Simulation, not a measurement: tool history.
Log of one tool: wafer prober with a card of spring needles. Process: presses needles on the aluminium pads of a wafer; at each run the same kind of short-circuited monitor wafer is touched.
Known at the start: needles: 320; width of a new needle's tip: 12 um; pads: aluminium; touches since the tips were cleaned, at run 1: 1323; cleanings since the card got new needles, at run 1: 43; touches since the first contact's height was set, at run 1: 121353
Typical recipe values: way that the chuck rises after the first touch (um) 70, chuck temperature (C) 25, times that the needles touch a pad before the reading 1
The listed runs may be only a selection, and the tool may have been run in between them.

| run | hour | way that the chuck rises after the first touch (um) | chuck temperature (C) | times that the needles touch a pad before the reading | touches since the tips were cleaned | cleanings since the card got new needles | touches since the first contact's height was set | resistance of one needle with its contact and lead (mohm) | way that a needle slides on the pad (um) |
|---|---|---|---|---|---|---|---|---|---|
| 1 | 0 | 70 | 25 | 1 | 1323 | 43 | 121353 | 141 | 16.87 |
|  | 11.9 | tips cleaned on abrasive film |
| 2 | 23.4 | 70 | 25 | 1 | 4478 | 44 | 130410 | 174 | 16.87 |
|  | 26.4 | tips cleaned on abrasive film |
| 3 | 35.3 | 70 | 25 | 1 | 3446 | 45 | 134985 | 166 | 16.85 |
|  | 39.8 | height of the first contact set anew |
|  | 42 | tips cleaned on abrasive film |
|  | 55.5 | tips cleaned on abrasive film |
| 4 | 55.9 | 70 | 38 | 1 | 173 | 47 | 6175 | 121 | 17.12 |
|  | 69 | tips cleaned on abrasive film |
| 5 | 77.5 | 81 | 25 | 1 | 3311 | 48 | 14494 | 158 | 19.79 |
|  | 83.3 | tips cleaned on abrasive film |
| 6 | 90.8 | 81 | 25 | 1 | 2907 | 49 | 19636 | 156 | 19.77 |
|  | 98 | tips cleaned on abrasive film |
| 7 | 102.1 | 81 | 25 | 3 | 1577 | 50 | 23965 | 121 | 19.75 |
|  | 111.7 | tips cleaned on abrasive film |
| 8 | 118.6 | 58 | 25 | 1 | 2681 | 51 | 30331 | 181 | 14.13 |
|  | 126.4 | tips cleaned on abrasive film |
| 9 | 129.9 | 58 | 25 | 1 | 1336 | 52 | 34662 | 161 | 14.12 |
|  | 141.6 | tips cleaned on abrasive film |
| 10 | 144.8 | 58 | 25 | 1 | 1261 | 53 | 40423 | 157 | 14.11 |
|  | 155.8 | tips cleaned on abrasive film |
| 11 | 168.3 | 58 | 59 | 1 | 4833 | 54 | 49489 | 194 | 14.12 |
|  | 170.6 | tips cleaned on abrasive film |
|  | 184.9 | tips cleaned on abrasive film |
| 12 | 191.5 | 58 | 59 | 1 | 2586 | 56 | 58442 | 181 | 14.06 |
|  | 198.3 | tips cleaned on abrasive film |
| 13 | 209.8 | 58 | 59 | 2 | 4444 | 57 | 65470 | 162 | 14.08 |
|  | 212 | tips cleaned on abrasive film |
| 14 | 225.3 | 70 | 25 | 1 | 5159 | 58 | 71447 | 177 | 17 |
|  | 227 | tips cleaned on abrasive film |
|  | 241.1 | tips cleaned on abrasive film |
| 15 | 249.1 | 70 | 25 | 1 | 3089 | 60 | 80610 | 164 | 17 |
|  | 255.9 | tips cleaned on abrasive film |
| 16 | 261.1 | 55 | 25 | 1 | 2026 | 61 | 85244 | 181 | 13.29 |
|  | 270 | tips cleaned on abrasive film |
| 17 | 281.1 | 51 | 42 | 2 | 4298 | 62 | 92942 | 169 | 12.32 |
|  | 283.6 | tips cleaned on abrasive film |
|  | 297.4 | tips cleaned on abrasive film |
| 18 | 304.8 | 51 | 42 | 2 | 2898 | 64 | 102092 | 168 | 12.28 |
|  | 311.1 | tips cleaned on abrasive film |
|  | 326.3 | tips cleaned on abrasive film |
| 19 | 326.8 | 51 | 106 | 2 | 176 | 66 | 110529 | 131 | 12.27 |
|  | 341.8 | tips cleaned on abrasive film |
| 20 | 343.7 | 87 | 25 | 2 | 762 | 67 | 117065 | 121 | 21.05 |
|  | 356.2 | tips cleaned on abrasive film |
| 21 | 360.7 | 87 | 25 | 2 | 1760 | 68 | 123621 | 129 | 21.06 |
|  | 369.9 | tips cleaned on abrasive film |
|  | 384.5 | tips cleaned on abrasive film |
| 22 | 385.3 | 87 | 103 | 2 | 280 | 70 | 133070 | 125 | 21.07 |
|  | 394.7 | height of the first contact set anew |
|  | 399.4 | tips cleaned on abrasive film |
| 23 | 401.8 | 59 | 103 | 2 | 940 | 71 | 2731 | 142 | 14.41 |
|  | 413.3 | tips cleaned on abrasive film |
|  | 427.3 | tips cleaned on abrasive film |
| 24 | 427.3 | 72 | 54 | 1 | 0 | 73 | 12544 | 119 | 17.59 |
|  | 441.9 | tips cleaned on abrasive film |
| 25 | 443.6 | 82 | 31 | 2 | 650 | 74 | 18831 | 124 | 20.06 |
|  | 455.6 | tips cleaned on abrasive film |
| 26 | 455.6 | 60 | 62 | 2 | 0 | 75 | 23435 | 120 | 14.63 |
|  | 469.8 | tips cleaned on abrasive film |
| 27 | 478.9 | 60 | 62 | 2 | 3559 | 76 | 32464 | 156 | 14.61 |
|  | 483.3 | tips cleaned on abrasive film |
|  | 498 | tips cleaned on abrasive film |
| 28 | 504 | 89 | 25 | 1 | 2320 | 78 | 42129 | 150 | 21.71 |
|  | 511.9 | tips cleaned on abrasive film |
| 29 | 522.1 | 78 | 40 | 2 | 3928 | 79 | 49090 | 141 | 19 |
|  | 525.8 | tips cleaned on abrasive film |
| 30 | 535.1 | 56 | 25 | 1 | 3615 | 80 | 54103 | 195 | 13.6 |
|  | 540.1 | tips cleaned on abrasive film |
|  | 555.3 | tips cleaned on abrasive film |
| 31 | 560.1 | 87 | 25 | 2 | 1877 | 82 | 63737 | 131 | 21.18 |

Across each entry between runs, compare the hidden state at the last listed run before it with the hidden state at the first listed run after it:
Run 1 -> run 2: tips cleaned on abrasive film (hour 11.9)
  debris on the tips, nm: 78.6 -> 148; way that the needles fall short of the set height, um: 1.07 -> 1.13; tips' diameter, um: 12.76 -> 12.78
  the result without the hidden state subtracted from the measured one, resistance of one needle with its contact and lead (mohm): +35 -> +65; way that a needle slides on the pad (um): -0.26 -> -0.28
Run 2 -> run 3: tips cleaned on abrasive film (hour 26.4)
  debris on the tips, nm: 148 -> 136.7; way that the needles fall short of the set height, um: 1.13 -> 1.18; tips' diameter, um: 12.78 -> 12.8
  the result without the hidden state subtracted from the measured one, resistance of one needle with its contact and lead (mohm): +65 -> +59; way that a needle slides on the pad (um): -0.28 -> -0.29
Run 3 -> run 4: height of the first contact set anew (hour 39.8); tips cleaned on abrasive film (hour 42); tips cleaned on abrasive film (hour 55.5)
  debris on the tips, nm: 136.7 -> 22.8; way that the needles fall short of the set height, um: 1.18 -> 0.09; tips' diameter, um: 12.8 -> 12.83
  the result without the hidden state subtracted from the measured one, resistance of one needle with its contact and lead (mohm): +59 -> +10; way that a needle slides on the pad (um): -0.29 -> -0.03
Run 4 -> run 5: tips cleaned on abrasive film (hour 69)
  debris on the tips, nm: 22.8 -> 136.9; way that the needles fall short of the set height, um: 0.09 -> 0.14; tips' diameter, um: 12.83 -> 12.84
  the result without the hidden state subtracted from the measured one, resistance of one needle with its contact and lead (mohm): +10 -> +49; way that a needle slides on the pad (um): -0.03 -> -0.03
Run 5 -> run 6: tips cleaned on abrasive film (hour 83.3)
  debris on the tips, nm: 136.9 -> 132.7; way that the needles fall short of the set height, um: 0.14 -> 0.18; tips' diameter, um: 12.84 -> 12.86
  the result without the hidden state subtracted from the measured one, resistance of one needle with its contact and lead (mohm): +49 -> +48; way that a needle slides on the pad (um): -0.03 -> -0.05
Run 6 -> run 7: tips cleaned on abrasive film (hour 98)
  debris on the tips, nm: 132.7 -> 96.8; way that the needles fall short of the set height, um: 0.18 -> 0.22; tips' diameter, um: 12.86 -> 12.87
  the result without the hidden state subtracted from the measured one, resistance of one needle with its contact and lead (mohm): +48 -> +13; way that a needle slides on the pad (um): -0.05 -> -0.05
Run 7 -> run 8: tips cleaned on abrasive film (hour 111.7)
  debris on the tips, nm: 96.8 -> 124.8; way that the needles fall short of the set height, um: 0.22 -> 0.27; tips' diameter, um: 12.87 -> 12.89
  the result without the hidden state subtracted from the measured one, resistance of one needle with its contact and lead (mohm): +13 -> +70; way that a needle slides on the pad (um): -0.05 -> -0.06
Run 8 -> run 9: tips cleaned on abrasive film (hour 126.4)
  debris on the tips, nm: 124.8 -> 87; way that the needles fall short of the set height, um: 0.27 -> 0.31; tips' diameter, um: 12.89 -> 12.91
  the result without the hidden state subtracted from the measured one, resistance of one needle with its contact and lead (mohm): +70 -> +49; way that a needle slides on the pad (um): -0.06 -> -0.08
Run 9 -> run 10: tips cleaned on abrasive film (hour 141.6)
  debris on the tips, nm: 87 -> 85.1; way that the needles fall short of the set height, um: 0.31 -> 0.35; tips' diameter, um: 12.91 -> 12.92
  the result without the hidden state subtracted from the measured one, resistance of one needle with its contact and lead (mohm): +49 -> +48; way that a needle slides on the pad (um): -0.08 -> -0.09
Run 10 -> run 11: tips cleaned on abrasive film (hour 155.8)
  debris on the tips, nm: 85.1 -> 150.4; way that the needles fall short of the set height, um: 0.35 -> 0.38; tips' diameter, um: 12.92 -> 12.93
  the result without the hidden state subtracted from the measured one, resistance of one needle with its contact and lead (mohm): +48 -> +80; way that a needle slides on the pad (um): -0.09 -> -0.09
Run 11 -> run 12: tips cleaned on abrasive film (hour 170.6); tips cleaned on abrasive film (hour 184.9)
  debris on the tips, nm: 150.4 -> 125.5; way that the needles fall short of the set height, um: 0.38 -> 0.46; tips' diameter, um: 12.93 -> 12.96
  the result without the hidden state subtracted from the measured one, resistance of one needle with its contact and lead (mohm): +80 -> +66; way that a needle slides on the pad (um): -0.09 -> -0.11
Run 12 -> run 13: tips cleaned on abrasive film (hour 198.3)
  debris on the tips, nm: 125.5 -> 148.4; way that the needles fall short of the set height, um: 0.46 -> 0.5; tips' diameter, um: 12.96 -> 12.97
  the result without the hidden state subtracted from the measured one, resistance of one needle with its contact and lead (mohm): +66 -> +47; way that a needle slides on the pad (um): -0.11 -> -0.13
Run 13 -> run 14: tips cleaned on abrasive film (hour 212)
  debris on the tips, nm: 148.4 -> 149.7; way that the needles fall short of the set height, um: 0.5 -> 0.55; tips' diameter, um: 12.97 -> 12.99
  the result without the hidden state subtracted from the measured one, resistance of one needle with its contact and lead (mohm): +47 -> +66; way that a needle slides on the pad (um): -0.13 -> -0.14
Run 14 -> run 15: tips cleaned on abrasive film (hour 227); tips cleaned on abrasive film (hour 241.1)
  debris on the tips, nm: 149.7 -> 130.3; way that the needles fall short of the set height, um: 0.55 -> 0.65; tips' diameter, um: 12.99 -> 13.02
  the result without the hidden state subtracted from the measured one, resistance of one needle with its contact and lead (mohm): +66 -> +57; way that a needle slides on the pad (um): -0.14 -> -0.16
Run 15 -> run 16: tips cleaned on abrasive film (hour 255.9)
  debris on the tips, nm: 130.3 -> 115.8; way that the needles fall short of the set height, um: 0.65 -> 0.69; tips' diameter, um: 13.02 -> 13.04
  the result without the hidden state subtracted from the measured one, resistance of one needle with its contact and lead (mohm): +57 -> +71; way that a needle slides on the pad (um): -0.16 -> -0.17
Run 16 -> run 17: tips cleaned on abrasive film (hour 270)
  debris on the tips, nm: 115.8 -> 144.3; way that the needles fall short of the set height, um: 0.69 -> 0.75; tips' diameter, um: 13.04 -> 13.06
  the result without the hidden state subtracted from the measured one, resistance of one needle with its contact and lead (mohm): +71 -> +58; way that a needle slides on the pad (um): -0.17 -> -0.18
Run 17 -> run 18: tips cleaned on abrasive film (hour 283.6); tips cleaned on abrasive film (hour 297.4)
  debris on the tips, nm: 144.3 -> 131.5; way that the needles fall short of the set height, um: 0.75 -> 0.84; tips' diameter, um: 13.06 -> 13.09
  the result without the hidden state subtracted from the measured one, resistance of one needle with its contact and lead (mohm): +58 -> +53; way that a needle slides on the pad (um): -0.18 -> -0.2
Run 18 -> run 19: tips cleaned on abrasive film (hour 311.1); tips cleaned on abrasive film (hour 326.3)
  debris on the tips, nm: 131.5 -> 26.2; way that the needles fall short of the set height, um: 0.84 -> 0.92; tips' diameter, um: 13.09 -> 13.12
  the result without the hidden state subtracted from the measured one, resistance of one needle with its contact and lead (mohm): +53 -> +11; way that a needle slides on the pad (um): -0.2 -> -0.22
Run 19 -> run 20: tips cleaned on abrasive film (hour 341.8)
  debris on the tips, nm: 26.2 -> 61.3; way that the needles fall short of the set height, um: 0.92 -> 0.95; tips' diameter, um: 13.12 -> 13.13
  the result without the hidden state subtracted from the measured one, resistance of one needle with its contact and lead (mohm): +11 -> +12; way that a needle slides on the pad (um): -0.22 -> -0.23
Run 20 -> run 21: tips cleaned on abrasive film (hour 356.2)
  debris on the tips, nm: 61.3 -> 101.8; way that the needles fall short of the set height, um: 0.95 -> 1; tips' diameter, um: 13.13 -> 13.15
  the result without the hidden state subtracted from the measured one, resistance of one needle with its contact and lead (mohm): +12 -> +20; way that a needle slides on the pad (um): -0.23 -> -0.25
Run 21 -> run 22: tips cleaned on abrasive film (hour 369.9); tips cleaned on abrasive film (hour 384.5)
  debris on the tips, nm: 101.8 -> 32.2; way that the needles fall short of the set height, um: 1 -> 1.11; tips' diameter, um: 13.15 -> 13.18
  the result without the hidden state subtracted from the measured one, resistance of one needle with its contact and lead (mohm): +20 -> +5; way that a needle slides on the pad (um): -0.25 -> -0.27
Run 22 -> run 23: height of the first contact set anew (hour 394.7); tips cleaned on abrasive film (hour 399.4)
  debris on the tips, nm: 32.2 -> 73.6; way that the needles fall short of the set height, um: 1.11 -> 0.04; tips' diameter, um: 13.18 -> 13.2
  the result without the hidden state subtracted from the measured one, resistance of one needle with its contact and lead (mohm): +5 -> +22; way that a needle slides on the pad (um): -0.27 -> -0.02
Run 23 -> run 24: tips cleaned on abrasive film (hour 413.3); tips cleaned on abrasive film (hour 427.3)
  debris on the tips, nm: 73.6 -> 12.4; way that the needles fall short of the set height, um: 0.04 -> 0.14; tips' diameter, um: 13.2 -> 13.23
  the result without the hidden state subtracted from the measured one, resistance of one needle with its contact and lead (mohm): +22 -> +6; way that a needle slides on the pad (um): -0.02 -> -0.04
Run 24 -> run 25: tips cleaned on abrasive film (hour 441.9)
  debris on the tips, nm: 12.4 -> 64.8; way that the needles fall short of the set height, um: 0.14 -> 0.19; tips' diameter, um: 13.23 -> 13.25
  the result without the hidden state subtracted from the measured one, resistance of one needle with its contact and lead (mohm): +6 -> +13; way that a needle slides on the pad (um): -0.04 -> -0.05
Run 25 -> run 26: tips cleaned on abrasive film (hour 455.6)
  debris on the tips, nm: 64.8 -> 11.6; way that the needles fall short of the set height, um: 0.19 -> 0.24; tips' diameter, um: 13.25 -> 13.27
  the result without the hidden state subtracted from the measured one, resistance of one needle with its contact and lead (mohm): +13 -> +4; way that a needle slides on the pad (um): -0.05 -> -0.06
Run 26 -> run 27: tips cleaned on abrasive film (hour 469.8)
  debris on the tips, nm: 11.6 -> 135.4; way that the needles fall short of the set height, um: 0.24 -> 0.28; tips' diameter, um: 13.27 -> 13.28
  the result without the hidden state subtracted from the measured one, resistance of one needle with its contact and lead (mohm): +4 -> +42; way that a needle slides on the pad (um): -0.06 -> -0.07
Run 27 -> run 28: tips cleaned on abrasive film (hour 483.3); tips cleaned on abrasive film (hour 498)
  debris on the tips, nm: 135.4 -> 122.9; way that the needles fall short of the set height, um: 0.28 -> 0.37; tips' diameter, um: 13.28 -> 13.31
  the result without the hidden state subtracted from the measured one, resistance of one needle with its contact and lead (mohm): +42 -> +40; way that a needle slides on the pad (um): -0.07 -> -0.09
Run 28 -> run 29: tips cleaned on abrasive film (hour 511.9)
  debris on the tips, nm: 122.9 -> 143.2; way that the needles fall short of the set height, um: 0.37 -> 0.41; tips' diameter, um: 13.31 -> 13.33
  the result without the hidden state subtracted from the measured one, resistance of one needle with its contact and lead (mohm): +40 -> +32; way that a needle slides on the pad (um): -0.09 -> -0.1
Run 29 -> run 30: tips cleaned on abrasive film (hour 525.8)
  debris on the tips, nm: 143.2 -> 140.1; way that the needles fall short of the set height, um: 0.41 -> 0.46; tips' diameter, um: 13.33 -> 13.34
  the result without the hidden state subtracted from the measured one, resistance of one needle with its contact and lead (mohm): +32 -> +85; way that a needle slides on the pad (um): -0.1 -> -0.12
Run 30 -> run 31: tips cleaned on abrasive film (hour 540.1); tips cleaned on abrasive film (hour 555.3)
  debris on the tips, nm: 140.1 -> 115.6; way that the needles fall short of the set height, um: 0.46 -> 0.54; tips' diameter, um: 13.34 -> 13.37
  the result without the hidden state subtracted from the measured one, resistance of one needle with its contact and lead (mohm): +85 -> +23; way that a needle slides on the pad (um): -0.12 -> -0.14
